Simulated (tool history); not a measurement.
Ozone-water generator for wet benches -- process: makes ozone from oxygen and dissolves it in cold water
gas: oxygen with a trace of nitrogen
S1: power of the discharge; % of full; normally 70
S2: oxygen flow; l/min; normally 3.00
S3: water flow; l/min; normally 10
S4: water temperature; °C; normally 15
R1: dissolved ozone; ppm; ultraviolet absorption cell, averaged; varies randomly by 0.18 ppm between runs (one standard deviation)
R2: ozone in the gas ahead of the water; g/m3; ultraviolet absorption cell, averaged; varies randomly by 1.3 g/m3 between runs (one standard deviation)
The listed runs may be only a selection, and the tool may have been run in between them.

{"run": 1, "hour": 0.0, "S1": 70, "S2": 3.0, "S3": 10, "S4": 15, "R1": 21.4, "R2": 237.5}
{"run": 2, "hour": 32.9, "S1": 93, "S2": 3.0, "S3": 10, "S4": 15, "R1": 24.9, "R2": 278.2}
{"run": 3, "hour": 74.9, "S1": 70, "S2": 3.0, "S3": 10, "S4": 15, "R1": 21.4, "R2": 235.5}
{"run": 4, "hour": 108.6, "S1": 70, "S2": 3.0, "S3": 10, "S4": 15, "R1": 21.1, "R2": 236.0}
{"run": 5, "hour": 140.4, "S1": 70, "S2": 3.0, "S3": 10, "S4": 15, "R1": 21.1, "R2": 238.6}
{"run": 6, "hour": 177.0, "S1": 70, "S2": 3.0, "S3": 10, "S4": 15, "R1": 21.1, "R2": 236.5}
{"run": 7, "hour": 197.8, "S1": 70, "S2": 3.0, "S3": 10, "S4": 15, "R1": 21.1, "R2": 232.8}
{"run": 8, "hour": 245.2, "S1": 57, "S2": 3.0, "S3": 10, "S4": 15, "R1": 18.7, "R2": 209.7}
{"run": 9, "hour": 288.5, "S1": 70, "S2": 3.0, "S3": 10, "S4": 15, "R1": 21.0, "R2": 234.0}
{"run": 10, "hour": 328.5, "S1": 70, "S2": 3.0, "S3": 10, "S4": 15, "R1": 20.9, "R2": 232.7}
{"run": 11, "hour": 351.7, "S1": 70, "S2": 1.52, "S3": 10, "S4": 15, "R1": 20.3, "R2": 342.2}
{"run": 12, "hour": 395.2, "S1": 77, "S2": 1.52, "S3": 10, "S4": 15, "R1": 21.1, "R2": 363.2}
{"run": 13, "hour": 444.3, "S1": 77, "S2": 1.52, "S3": 10, "S4": 15, "R1": 21.2, "R2": 359.3}
{"run": 14, "hour": 488.1, "S1": 77, "S2": 1.52, "S3": 10, "S4": 15, "R1": 20.8, "R2": 362.4}
{"run": 15, "hour": 521.1, "S1": 77, "S2": 1.52, "S3": 10, "S4": 15, "R1": 20.9, "R2": 358.2}
{"run": 16, "hour": 559.3, "S1": 77, "S2": 1.52, "S3": 10, "S4": 15, "R1": 21.0, "R2": 358.3}
{"run": 17, "hour": 596.7, "S1": 77, "S2": 1.52, "S3": 10, "S4": 22, "R1": 19.1, "R2": 358.9}
{"run": 18, "hour": 646.0, "S1": 77, "S2": 1.52, "S3": 10, "S4": 22, "R1": 19.6, "R2": 356.1}
{"run": 19, "hour": 688.9, "S1": 62, "S2": 3.0, "S3": 10, "S4": 23, "R1": 16.8, "R2": 215.1}
{"run": 20, "hour": 729.5, "S1": 62, "S2": 3.0, "S3": 10, "S4": 23, "R1": 16.8, "R2": 215.0}
{"run": 21, "hour": 754.2, "S1": 62, "S2": 3.0, "S3": 8, "S4": 11, "R1": 24.2, "R2": 218.0}

Run 22 has not been measured yet. What should we expect?
{"run": 22, "hour": 785.8, "S1": 62, "S2": 3.0, "S3": 8, "S4": 11, "R1": "?", "R2": "?"}

{"run 22": {"R1": 24.1, "R2": 215.6}}
On a tool with no hidden condition, and with the same random variation, this run would have come out at R1 28.7 ppm, R2 231.8 g/m3.

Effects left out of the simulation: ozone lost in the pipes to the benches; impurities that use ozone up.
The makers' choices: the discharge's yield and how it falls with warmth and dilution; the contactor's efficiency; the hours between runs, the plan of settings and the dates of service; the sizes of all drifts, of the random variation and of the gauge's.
